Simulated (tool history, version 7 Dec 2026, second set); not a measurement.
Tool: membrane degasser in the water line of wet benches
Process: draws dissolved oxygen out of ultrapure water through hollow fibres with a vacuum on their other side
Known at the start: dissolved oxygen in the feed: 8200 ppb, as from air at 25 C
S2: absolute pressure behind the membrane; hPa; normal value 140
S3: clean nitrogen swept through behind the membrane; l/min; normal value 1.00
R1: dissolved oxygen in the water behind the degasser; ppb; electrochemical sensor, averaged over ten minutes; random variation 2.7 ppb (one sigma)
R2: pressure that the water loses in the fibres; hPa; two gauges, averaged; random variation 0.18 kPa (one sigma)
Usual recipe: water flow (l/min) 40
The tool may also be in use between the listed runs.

{"run": 1, "hour": 0.0, "water flow (l/min)": 40, "S2": 140, "S3": 1.0, "R1": 829.0, "R2": 342.7}
{"run": 2, "hour": 24.2, "water flow (l/min)": 40, "S2": 140, "S3": 2.25, "R1": 452.0, "R2": 343.5}
{"run": 3, "hour": 60.9, "water flow (l/min)": 40, "S2": 140, "S3": 1.0, "R1": 828.6, "R2": 344.7}
{"run": 4, "hour": 94.6, "water flow (l/min)": 40, "S2": 140, "S3": 1.0, "R1": 831.3, "R2": 345.1}
{"run": 5, "hour": 123.9, "water flow (l/min)": 40, "S2": 140, "S3": 1.0, "R1": 828.8, "R2": 340.7}
{"run": 6, "hour": 157.5, "water flow (l/min)": 40, "S2": 140, "S3": 1.0, "R1": 827.7, "R2": 344.6}
{"run": 7, "hour": 202.7, "water flow (l/min)": 40, "S2": 140, "S3": 1.0, "R1": 836.6, "R2": 342.0}
{"run": 8, "hour": 230.6, "water flow (l/min)": 28, "S2": 140, "S3": 1.0, "R1": 612.4, "R2": 241.3}
{"run": 9, "hour": 266.6, "water flow (l/min)": 28, "S2": 140, "S3": 1.0, "R1": 614.0, "R2": 241.5}
{"run": 10, "hour": 296.3, "water flow (l/min)": 28, "S2": 140, "S3": 1.0, "R1": 613.1, "R2": 241.8}
{"run": 11, "hour": 337.8, "water flow (l/min)": 40, "S2": 140, "S3": 1.09, "R1": 787.1, "R2": 341.2}
{"run": 12, "hour": 383.7, "water flow (l/min)": 40, "S2": 140, "S3": 1.09, "R1": 785.0, "R2": 341.9}
{"run": 13, "hour": 414.6, "water flow (l/min)": 40, "S2": 140, "S3": 1.0, "R1": 834.8, "R2": 343.1}
{"run": 14, "hour": 436.3, "water flow (l/min)": 40, "S2": 140, "S3": 1.0, "R1": 830.1, "R2": 343.1}
{"run": 15, "hour": 462.3, "water flow (l/min)": 40, "S2": 140, "S3": 1.0, "R1": 834.7, "R2": 344.3}
{"run": 16, "hour": 508.4, "water flow (l/min)": 40, "S2": 140, "S3": 1.0, "R1": 834.7, "R2": 343.6}
{"run": 17, "hour": 535.6, "water flow (l/min)": 40, "S2": 214, "S3": 2.16, "R1": 732.6, "R2": 343.0}
{"run": 18, "hour": 568.5, "water flow (l/min)": 40, "S2": 114, "S3": 1.01, "R1": 652.2, "R2": 344.6}
{"run": 19, "hour": 605.5, "water flow (l/min)": 33, "S2": 182, "S3": 0.82, "R1": 1106.7, "R2": 283.3}
{"run": 20, "hour": 655.4, "water flow (l/min)": 41, "S2": 155, "S3": 2.9, "R1": 428.2, "R2": 353.2}
{"run": 21, "hour": 679.2, "water flow (l/min)": 41, "S2": 155, "S3": 2.9, "R1": 429.5, "R2": 349.4}
{"run": 22, "hour": 725.9, "water flow (l/min)": 41, "S2": 155, "S3": 2.9, "R1": 429.9, "R2": 353.2}
{"run": 23, "hour": 749.9, "water flow (l/min)": 47, "S2": 152, "S3": 0.43, "R1": 1760.6, "R2": 400.6}
{"run": 24, "hour": 778.3, "water flow (l/min)": 40, "S2": 97, "S3": 0.87, "R1": 593.4, "R2": 344.1}
{"run": 25, "hour": 819.9, "water flow (l/min)": 40, "S2": 97, "S3": 0.87, "R1": 595.1, "R2": 345.9}
{"run": 26, "hour": 857.6, "water flow (l/min)": 40, "S2": 97, "S3": 0.87, "R1": 592.6, "R2": 340.4}
{"run": 27, "hour": 896.1, "water flow (l/min)": 43, "S2": 204, "S3": 0.89, "R1": 1435.5, "R2": 368.2}
{"run": 28, "hour": 930.4, "water flow (l/min)": 43, "S2": 204, "S3": 0.89, "R1": 1433.1, "R2": 367.9}
{"run": 29, "hour": 966.2, "water flow (l/min)": 57, "S2": 224, "S3": 1.0, "R1": 1824.6, "R2": 485.2}
{"run": 30, "hour": 1000.5, "water flow (l/min)": 48, "S2": 332, "S3": 0.62, "R1": 2961.6, "R2": 408.6}
{"run": 31, "hour": 1030.1, "water flow (l/min)": 48, "S2": 227, "S3": 0.98, "R1": 1632.7, "R2": 406.7}
{"run": 32, "hour": 1072.6, "water flow (l/min)": 48, "S2": 227, "S3": 0.98, "R1": 1632.5, "R2": 414.0}

Predict each of these 4 candidate next runs independently; none follows another, all start after run 32:
{"run": "A", "hour": 1115.9, "water flow (l/min)": 45, "S2": 227, "S3": 0.98, "R1": "?", "R2": "?"}
{"run": "B", "hour": 1115.9, "water flow (l/min)": 49, "S2": 91, "S3": 1.0, "R1": "?", "R2": "?"}
{"run": "C", "hour": 1115.9, "water flow (l/min)": 40, "S2": 207, "S3": 1.0, "R1": "?", "R2": "?"}
{"run": "D", "hour": 1115.9, "water flow (l/min)": 44, "S2": 119, "S3": 1.0, "R1": "?", "R2": "?"}

run=A R1=1563.7 R2=385.9
run=B R1=617.8 R2=420.1
run=C R1=1271.2 R2=344.3
run=D R1=760.1 R2=377.7
Stripped of hidden state, with their random variation kept, the same runs would have yielded:
run=A R1=1538.2 R2=385.8
run=B R1=607.6 R2=420.0
run=C R1=1250.5 R2=344.2
run=D R1=747.6 R2=377.7
